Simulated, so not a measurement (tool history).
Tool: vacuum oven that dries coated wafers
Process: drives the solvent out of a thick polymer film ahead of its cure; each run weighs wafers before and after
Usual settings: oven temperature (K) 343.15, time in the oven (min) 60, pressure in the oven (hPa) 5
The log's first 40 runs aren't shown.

run    hour  oven temperature (K)  time in the oven (min)  pressure in the oven (hPa)  hours of work since the thermocouples were calibrated  hours of work since the vacuum gauge was cleaned of residue  solvent left in the film (%)
 41  2049.4                346.15                      72                        9.25                                                    916                                                         1756                          1.25
 42    2111                344.15                      33                        9.25                                                    962                                                         1803                          3.78
 43    2144                344.15                      33                        9.25                                                    987                                                         1828                          3.82
     2175.8  -- oven's thermocouples calibrated
 44  2175.9                344.15                      34                        9.25                                                      0                                                         1850                          3.82
 45    2239                340.15                      79                        7.57                                                     48                                                         1898                           1.7
 46  2272.3                346.15                      79                        7.57                                                     73                                                         1923                          0.96
 47  2324.2                346.15                      79                        7.57                                                    112                                                         1962                          0.97
 48  2372.4                342.15                      55                        7.46                                                    148                                                         1999                          2.45

3 ways to go on from here, each from the tool as it stands after run 48. What would each give?
  A  2422.8                352.15                      69                       10.54                                                    186                                                         2037                             ?
  B  2422.8                333.15                      60                        9.74                                                    186                                                         2037                             ?
  C  2422.8                352.15                      55                        7.46                                                    186                                                         2037                             ?

run  solvent left in the film (%)
  A                          0.87
  B                          3.87
  C                          1.05
Without the tool's hidden state the same runs would have given:
run  solvent left in the film (%)
  A                          0.86
  B                          3.85
  C                          1.04

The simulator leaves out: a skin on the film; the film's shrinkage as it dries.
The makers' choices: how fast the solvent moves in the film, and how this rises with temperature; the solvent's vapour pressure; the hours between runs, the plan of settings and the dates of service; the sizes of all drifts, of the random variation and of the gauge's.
